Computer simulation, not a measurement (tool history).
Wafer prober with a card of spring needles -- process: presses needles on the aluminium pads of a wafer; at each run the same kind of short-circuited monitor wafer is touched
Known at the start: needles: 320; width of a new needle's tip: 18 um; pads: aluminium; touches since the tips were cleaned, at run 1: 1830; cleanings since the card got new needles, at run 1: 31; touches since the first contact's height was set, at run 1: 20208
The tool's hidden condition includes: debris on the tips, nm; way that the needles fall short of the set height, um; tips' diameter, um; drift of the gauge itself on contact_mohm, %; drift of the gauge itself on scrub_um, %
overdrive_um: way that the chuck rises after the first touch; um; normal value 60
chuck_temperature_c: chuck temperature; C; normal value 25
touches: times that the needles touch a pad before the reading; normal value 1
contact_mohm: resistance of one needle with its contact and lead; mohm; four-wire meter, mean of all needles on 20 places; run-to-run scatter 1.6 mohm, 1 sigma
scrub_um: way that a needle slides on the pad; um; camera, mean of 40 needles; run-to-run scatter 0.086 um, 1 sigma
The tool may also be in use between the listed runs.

run	day	overdrive_um	chuck_temperature_c	touches	touches since the tips were cleaned	cleanings since the card got new needles	touches since the first contact's height was set	contact_mohm	scrub_um
1	0	60	25	1	1830	31	20208	162	16.09
# day 0.15: tips cleaned on abrasive film
2	0.492	60	25	1	1683	32	22623	164	16.11
# day 0.675: tips cleaned on abrasive film
3	1.042	45	25	1	1814	33	25333	175	11.92
# day 1.208: tips cleaned on abrasive film
4	1.554	45	25	1	1720	34	27840	174	12.19
# day 1.762: tips cleaned on abrasive film
5	2.171	45	25	1	2027	35	30872	179	11.93
# day 2.317: tips cleaned on abrasive film
6	2.617	45	25	1	1476	36	33058	171	12.04
# day 2.833: tips cleaned on abrasive film
7	2.979	60	25	1	711	37	34830	158	15.9
# day 3.354: tips cleaned on abrasive film
8	3.483	60	31	1	636	38	37320	159	16.05
# day 3.538: height of the first contact set anew
9	3.8	60	31	1	2138	38	1309	168	15.78
# day 3.921: tips cleaned on abrasive film
10	4.088	60	31	1	827	39	2714	159	15.74
# day 4.438: tips cleaned on abrasive film
11	4.642	60	94	1	1006	40	5431	168	15.7
# day 4.979: tips cleaned on abrasive film
12	5.012	60	94	1	149	41	7240	166	15.84
13	5.312	60	94	1	1634	41	8725	173	15.89
# day 5.512: tips cleaned on abrasive film
14	5.621	60	94	3	537	42	10247	163	15.78
15	5.904	53	25	1	1925	42	11635	170	13.82
# day 6.075: tips cleaned on abrasive film
16	6.188	79	120	1	546	43	13020	171	20.9
# day 6.642: tips cleaned on abrasive film
17	6.842	62	32	3	994	44	16241	156	16.14
# day 7.212: tips cleaned on abrasive film
18	7.254	50	35	2	198	45	18263	161	12.77
# day 7.692: height of the first contact set anew, once more
# day 7.775: tips cleaned on abrasive film
19	7.8	50	35	2	125	46	530	158	13.57
# day 8.296: tips cleaned on abrasive film
20	8.421	48	25	3	623	47	3578	161	13.06
21	8.775	48	25	3	2384	47	5339	162	13.03
# day 8.821: tips cleaned on abrasive film
# day 9.346: tips cleaned on abrasive film
22	9.346	76	25	1	0	49	8126	150	20.4
23	9.667	76	25	1	1571	49	9697	155	20.59

Hidden condition of the tool, last listed run before each entry between runs versus first listed run after:
Between runs 1 and 2: tips cleaned on abrasive film (day 0.15)
  debris on the tips, nm: 41.3 -> 42.1; way that the needles fall short of the set height, um: 0.63 -> 0.71; tips' diameter, um: 19 -> 19.02
  what was measured, less what the result would be without the hidden state, contact_mohm: +12 -> +13 mohm; scrub_um: -0.17 -> -0.19 um
Between runs 2 and 3: tips cleaned on abrasive film (day 0.675)
  debris on the tips, nm: 42.1 -> 44.1; way that the needles fall short of the set height, um: 0.71 -> 0.78; tips' diameter, um: 19.02 -> 19.05
  what was measured, less what the result would be without the hidden state, contact_mohm: +13 -> +22 mohm; scrub_um: -0.19 -> -0.21 um
Between runs 3 and 4: tips cleaned on abrasive film (day 1.208)
  debris on the tips, nm: 44.1 -> 43.7; way that the needles fall short of the set height, um: 0.78 -> 0.85; tips' diameter, um: 19.05 -> 19.07
  what was measured, less what the result would be without the hidden state, contact_mohm: +22 -> +23 mohm; scrub_um: -0.21 -> -0.24 um
Between runs 4 and 5: tips cleaned on abrasive film (day 1.762)
  debris on the tips, nm: 43.7 -> 47.2; way that the needles fall short of the set height, um: 0.85 -> 0.93; tips' diameter, um: 19.07 -> 19.1
  what was measured, less what the result would be without the hidden state, contact_mohm: +23 -> +25 mohm; scrub_um: -0.24 -> -0.25 um
Between runs 5 and 6: tips cleaned on abrasive film (day 2.317)
  debris on the tips, nm: 47.2 -> 39.1; way that the needles fall short of the set height, um: 0.93 -> 1.03; tips' diameter, um: 19.1 -> 19.13
  what was measured, less what the result would be without the hidden state, contact_mohm: +25 -> +20 mohm; scrub_um: -0.25 -> -0.28 um
Between runs 6 and 7: tips cleaned on abrasive film (day 2.833)
  debris on the tips, nm: 39.1 -> 22.6; way that the needles fall short of the set height, um: 1.03 -> 1.13; tips' diameter, um: 19.13 -> 19.17
  what was measured, less what the result would be without the hidden state, contact_mohm: +20 -> +7 mohm; scrub_um: -0.28 -> -0.31 um
Between runs 7 and 8: tips cleaned on abrasive film (day 3.354)
  debris on the tips, nm: 22.6 -> 22.1; way that the needles fall short of the set height, um: 1.13 -> 1.23; tips' diameter, um: 19.17 -> 19.21
  what was measured, less what the result would be without the hidden state, contact_mohm: +7 -> +7 mohm; scrub_um: -0.31 -> -0.34 um
Between runs 8 and 9: height of the first contact set anew (day 3.538)
  debris on the tips, nm: 22.1 -> 49; way that the needles fall short of the set height, um: 1.23 -> 1.78
  what was measured, less what the result would be without the hidden state, contact_mohm: +7 -> +16 mohm; scrub_um: -0.34 -> -0.48 um
Between runs 9 and 10: tips cleaned on abrasive film (day 3.921)
  debris on the tips, nm: 49 -> 23.2; way that the needles fall short of the set height, um: 1.78 -> 1.89; tips' diameter, um: 19.21 -> 19.24
  what was measured, less what the result would be without the hidden state, contact_mohm: +16 -> +8 mohm; scrub_um: -0.48 -> -0.51 um
Between runs 10 and 11: tips cleaned on abrasive film (day 4.438)
  debris on the tips, nm: 23.2 -> 28.6; way that the needles fall short of the set height, um: 1.89 -> 1.96; tips' diameter, um: 19.24 -> 19.27
  what was measured, less what the result would be without the hidden state, contact_mohm: +8 -> +9 mohm; scrub_um: -0.51 -> -0.53 um
Between runs 11 and 12: tips cleaned on abrasive film (day 4.979)
  debris on the tips, nm: 28.6 -> 9.4; way that the needles fall short of the set height, um: 1.96 -> 2.05; tips' diameter, um: 19.27 -> 19.3
  what was measured, less what the result would be without the hidden state, contact_mohm: +9 -> +4 mohm; scrub_um: -0.53 -> -0.56 um
Between runs 13 and 14: tips cleaned on abrasive film (day 5.512)
  debris on the tips, nm: 40.2 -> 19.9; way that the needles fall short of the set height, um: 2.05 -> 2.16; tips' diameter, um: 19.3 -> 19.34
  what was measured, less what the result would be without the hidden state, contact_mohm: +12 -> +3 mohm; scrub_um: -0.55 -> -0.59 um
Between runs 15 and 16: tips cleaned on abrasive film (day 6.075)
  debris on the tips, nm: 45 -> 18; way that the needles fall short of the set height, um: 2.16 -> 2.24; tips' diameter, um: 19.34 -> 19.37
  what was measured, less what the result would be without the hidden state, contact_mohm: +19 -> +4 mohm; scrub_um: -0.59 -> -0.61 um
Between runs 16 and 17: tips cleaned on abrasive film (day 6.642)
  debris on the tips, nm: 18 -> 28.7; way that the needles fall short of the set height, um: 2.24 -> 2.34; tips' diameter, um: 19.37 -> 19.4
  what was measured, less what the result would be without the hidden state, contact_mohm: +4 -> +4 mohm; scrub_um: -0.61 -> -0.64 um
Between runs 17 and 18: tips cleaned on abrasive film (day 7.212)
  debris on the tips, nm: 28.7 -> 11.2; way that the needles fall short of the set height, um: 2.34 -> 2.44; tips' diameter, um: 19.4 -> 19.44
  what was measured, less what the result would be without the hidden state, contact_mohm: +4 -> +4 mohm; scrub_um: -0.64 -> -0.66 um
Between runs 18 and 19: height of the first contact set anew, once more (day 7.692); tips cleaned on abrasive film (day 7.775)
  debris on the tips, nm: 11.2 -> 6.8; way that the needles fall short of the set height, um: 2.44 -> 0.1; tips' diameter, um: 19.44 -> 19.47
  what was measured, less what the result would be without the hidden state, contact_mohm: +4 -> +2 mohm; scrub_um: -0.66 -> -0.03 um
Between runs 19 and 20: tips cleaned on abrasive film (day 8.296)
  debris on the tips, nm: 6.8 -> 23.1; way that the needles fall short of the set height, um: 0.1 -> 0.17; tips' diameter, um: 19.47 -> 19.5
  what was measured, less what the result would be without the hidden state, contact_mohm: +2 -> +4 mohm; scrub_um: -0.03 -> -0.04 um
Between runs 21 and 22: tips cleaned on abrasive film (day 8.821); tips cleaned on abrasive film (day 9.346)
  debris on the tips, nm: 53.5 -> 4.8; way that the needles fall short of the set height, um: 0.17 -> 0.35; tips' diameter, um: 19.5 -> 19.56
  what was measured, less what the result would be without the hidden state, contact_mohm: +10 -> +1 mohm; scrub_um: -0.04 -> -0.1 um

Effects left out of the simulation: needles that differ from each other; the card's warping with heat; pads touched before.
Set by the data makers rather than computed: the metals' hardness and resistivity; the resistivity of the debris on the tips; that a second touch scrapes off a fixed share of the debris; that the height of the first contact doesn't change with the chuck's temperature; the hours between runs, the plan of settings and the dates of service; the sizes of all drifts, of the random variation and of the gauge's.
